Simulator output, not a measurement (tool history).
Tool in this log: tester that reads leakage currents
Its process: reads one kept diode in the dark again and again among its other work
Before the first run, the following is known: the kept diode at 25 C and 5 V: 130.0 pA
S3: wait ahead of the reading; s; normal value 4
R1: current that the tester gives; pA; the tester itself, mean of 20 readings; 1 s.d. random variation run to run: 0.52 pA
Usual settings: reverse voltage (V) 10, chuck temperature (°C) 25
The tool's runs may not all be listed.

Run 1, hour 0: usual settings. Result: R1 175.53 pA.
Run 2, hour 206.2: usual settings but chuck temperature (°C) 54. Result: R1 1217.54 pA.
Run 3, hour 341.3: usual settings but reverse voltage (V) 1.9, chuck temperature (°C) 54. Result: R1 633.2 pA.
Run 4, hour 499.7: usual settings but S3 0.81 s. Result: R1 185.34 pA.
Run 5, hour 714.8: usual settings. Result: R1 185.48 pA.
At hour 729.9: chuck's temperature calibrated.
Run 6, hour 887: usual settings. Result: R1 176.84 pA.
At hour 906: tester calibrated.
Run 7, hour 1030.8: usual settings. Result: R1 179.34 pA.
Run 8, hour 1188.3: usual settings. Result: R1 180.88 pA.
Run 9, hour 1330.4: usual settings. Result: R1 184.21 pA.
Run 10, hour 1566.4: usual settings but reverse voltage (V) 1.5, chuck temperature (°C) 32, S3 1.42 s. Result: R1 141.28 pA.
At hour 1653.9: tester calibrated, once more.
Run 11, hour 1735: usual settings but reverse voltage (V) 16.9, chuck temperature (°C) 24, S3 6.57 s. Result: R1 216.04 pA.
At hour 1811.7: chuck's temperature calibrated.
Run 12, hour 1892.1: usual settings but reverse voltage (V) 15.7, chuck temperature (°C) 28, S3 1.29 s. Result: R1 265.26 pA.
Run 13, hour 2089.3: usual settings but chuck temperature (°C) 20, S3 6.64 s. Result: R1 124.01 pA.
Run 14, hour 2258.8: usual settings but reverse voltage (V) 14.5, S3 1.5 s. Result: R1 212.33 pA.
Run 15, hour 2494.3: usual settings but reverse voltage (V) 1.5, chuck temperature (°C) 37, S3 6.89 s. Result: R1 194.65 pA.
Run 16, hour 2727: usual settings but reverse voltage (V) 1.5, chuck temperature (°C) 37, S3 6.89 s. Result: R1 197.41 pA.
Run 17, hour 2842.6: usual settings but chuck temperature (°C) 21, S3 9.14 s. Result: R1 141.06 pA.
At hour 2898.6: chuck's temperature calibrated.
Run 18, hour 3012.2: usual settings but S3 1.1 s. Result: R1 178.55 pA.

Forecast each of these 3 alternatives for the next run:
Run A, hour 3252.3: usual settings but reverse voltage (V) 17.2, S3 0.4 s. Result: R1 ?.
Run B, hour 3252.3: usual settings but reverse voltage (V) 2. Result: R1 ?.
Run C, hour 3252.3: usual settings but chuck temperature (°C) 33. Result: R1 ?.

run      R1
  A  239.44
  B   92.86
  C   316.1
What these runs would have given with no unlogged condition in the tool:
run      R1
  A  226.27
  B   90.09
  C  305.23
